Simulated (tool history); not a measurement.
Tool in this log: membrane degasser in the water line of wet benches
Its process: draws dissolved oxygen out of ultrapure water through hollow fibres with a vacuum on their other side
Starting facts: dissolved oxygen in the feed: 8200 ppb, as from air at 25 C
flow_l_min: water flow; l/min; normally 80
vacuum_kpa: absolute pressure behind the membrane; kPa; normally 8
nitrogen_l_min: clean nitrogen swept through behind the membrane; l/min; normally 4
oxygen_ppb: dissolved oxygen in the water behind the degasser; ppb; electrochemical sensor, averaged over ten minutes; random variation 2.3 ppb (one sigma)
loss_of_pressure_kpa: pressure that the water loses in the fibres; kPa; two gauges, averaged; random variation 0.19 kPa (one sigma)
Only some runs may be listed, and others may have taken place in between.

Run 1, hour 0: usual settings. Result: oxygen_ppb 231.9 ppb, loss_of_pressure_kpa 38.84 kPa.
Run 2, hour 25.2: usual settings but vacuum_kpa 9.21 kPa. Result: oxygen_ppb 284 ppb, loss_of_pressure_kpa 38.92 kPa.
Run 3, hour 54.5: usual settings but vacuum_kpa 9.21 kPa. Result: oxygen_ppb 282.9 ppb, loss_of_pressure_kpa 39.01 kPa.
Run 4, hour 105.5: usual settings but vacuum_kpa 9.21 kPa. Result: oxygen_ppb 289.7 ppb, loss_of_pressure_kpa 39.04 kPa.
Run 5, hour 141.6: usual settings but vacuum_kpa 9.21 kPa. Result: oxygen_ppb 283.8 ppb, loss_of_pressure_kpa 39.02 kPa.
Run 6, hour 170.3: usual settings but nitrogen_l_min 9.92 l/min. Result: oxygen_ppb 115.9 ppb, loss_of_pressure_kpa 38.82 kPa.
Run 7, hour 208.2: usual settings but nitrogen_l_min 9.92 l/min. Result: oxygen_ppb 117.5 ppb, loss_of_pressure_kpa 39.29 kPa.
Run 8, hour 254.9: usual settings but nitrogen_l_min 9.92 l/min. Result: oxygen_ppb 117 ppb, loss_of_pressure_kpa 39.2 kPa.
Run 9, hour 300.3: usual settings but nitrogen_l_min 9.92 l/min. Result: oxygen_ppb 117 ppb, loss_of_pressure_kpa 38.95 kPa.
Run 10, hour 329.1: usual settings but nitrogen_l_min 9.92 l/min. Result: oxygen_ppb 117.7 ppb, loss_of_pressure_kpa 39.19 kPa.
Run 11, hour 371.1: usual settings but nitrogen_l_min 9.92 l/min. Result: oxygen_ppb 116.7 ppb, loss_of_pressure_kpa 38.87 kPa.
Run 12, hour 423.5: usual settings but nitrogen_l_min 9.92 l/min. Result: oxygen_ppb 117.2 ppb, loss_of_pressure_kpa 39.3 kPa.
Run 13, hour 454: usual settings but nitrogen_l_min 9.92 l/min. Result: oxygen_ppb 117.9 ppb, loss_of_pressure_kpa 39.31 kPa.
Run 14, hour 496.5: usual settings but flow_l_min 52 l/min, nitrogen_l_min 9.92 l/min. Result: oxygen_ppb 63.9 ppb, loss_of_pressure_kpa 25.28 kPa.
Run 15, hour 542.2: usual settings but flow_l_min 52 l/min, nitrogen_l_min 9.92 l/min. Result: oxygen_ppb 62.4 ppb, loss_of_pressure_kpa 25.37 kPa.
Run 16, hour 581.5: usual settings but flow_l_min 57 l/min. Result: oxygen_ppb 163.3 ppb, loss_of_pressure_kpa 27.84 kPa.
Run 17, hour 634.1: usual settings but flow_l_min 74 l/min, vacuum_kpa 14.34 kPa. Result: oxygen_ppb 466.6 ppb, loss_of_pressure_kpa 36.13 kPa.
Run 18, hour 682.6: usual settings but flow_l_min 51 l/min, nitrogen_l_min 11.11 l/min. Result: oxygen_ppb 56.8 ppb, loss_of_pressure_kpa 24.97 kPa.
Run 19, hour 718.3: usual settings but nitrogen_l_min 3.3 l/min. Result: oxygen_ppb 274.7 ppb, loss_of_pressure_kpa 39.01 kPa.
Run 20, hour 764.7: usual settings but nitrogen_l_min 3.3 l/min. Result: oxygen_ppb 276.1 ppb, loss_of_pressure_kpa 39.37 kPa.
Run 21, hour 798.3: usual settings but flow_l_min 70 l/min. Result: oxygen_ppb 205.2 ppb, loss_of_pressure_kpa 34.45 kPa.
Run 22, hour 845.8: usual settings but flow_l_min 70 l/min. Result: oxygen_ppb 204.5 ppb, loss_of_pressure_kpa 34.42 kPa.
Run 23, hour 881.9: usual settings but flow_l_min 94 l/min, vacuum_kpa 6.24 kPa, nitrogen_l_min 5.51 l/min. Result: oxygen_ppb 174.5 ppb, loss_of_pressure_kpa 46.09 kPa.
Run 24, hour 906.4: usual settings but flow_l_min 94 l/min, vacuum_kpa 6.24 kPa, nitrogen_l_min 5.51 l/min. Result: oxygen_ppb 174.5 ppb, loss_of_pressure_kpa 46.07 kPa.
Run 25, hour 929.9: usual settings but flow_l_min 70 l/min, vacuum_kpa 6.24 kPa, nitrogen_l_min 5.51 l/min. Result: oxygen_ppb 104.2 ppb, loss_of_pressure_kpa 34.43 kPa.
Run 26, hour 980.6: usual settings but flow_l_min 52 l/min, nitrogen_l_min 5.54 l/min. Result: oxygen_ppb 111 ppb, loss_of_pressure_kpa 25.64 kPa.
Run 27, hour 1018.2: usual settings but flow_l_min 73 l/min, nitrogen_l_min 2.28 l/min. Result: oxygen_ppb 334.2 ppb, loss_of_pressure_kpa 36.14 kPa.
Run 28, hour 1054.2: usual settings but flow_l_min 77 l/min, vacuum_kpa 5.05 kPa. Result: oxygen_ppb 103.7 ppb, loss_of_pressure_kpa 37.8 kPa.
Run 29, hour 1079.2: usual settings but flow_l_min 77 l/min, vacuum_kpa 5.05 kPa. Result: oxygen_ppb 105.8 ppb, loss_of_pressure_kpa 37.78 kPa.
Run 30, hour 1119.8: usual settings but flow_l_min 77 l/min, vacuum_kpa 5.05 kPa. Result: oxygen_ppb 103.4 ppb, loss_of_pressure_kpa 37.85 kPa.

Consider 3 possible next runs. They are alternatives, not a sequence: every one starts from the tool as it was left by run 30. What does each give?
Run A, hour 1164.9: usual settings but flow_l_min 60 l/min, vacuum_kpa 7.89 kPa, nitrogen_l_min 3.26 l/min. Result: oxygen_ppb ?, loss_of_pressure_kpa ?.
Run B, hour 1164.9: usual settings but flow_l_min 107 l/min, vacuum_kpa 8.27 kPa, nitrogen_l_min 2.45 l/min. Result: oxygen_ppb ?, loss_of_pressure_kpa ?.
Run C, hour 1164.9: usual settings but flow_l_min 62 l/min, vacuum_kpa 11.73 kPa. Result: oxygen_ppb ?, loss_of_pressure_kpa ?.

run  oxygen_ppb  loss_of_pressure_kpa
  A       201.3                 29.51
  B       506.8                 52.37
  C       306.2                  30.5
Take away the tool's hidden state, keep each run's random variation, and the runs would have read:
run  oxygen_ppb  loss_of_pressure_kpa
  A       194.9                 29.24
  B         493                 51.88
  C       300.1                 30.21
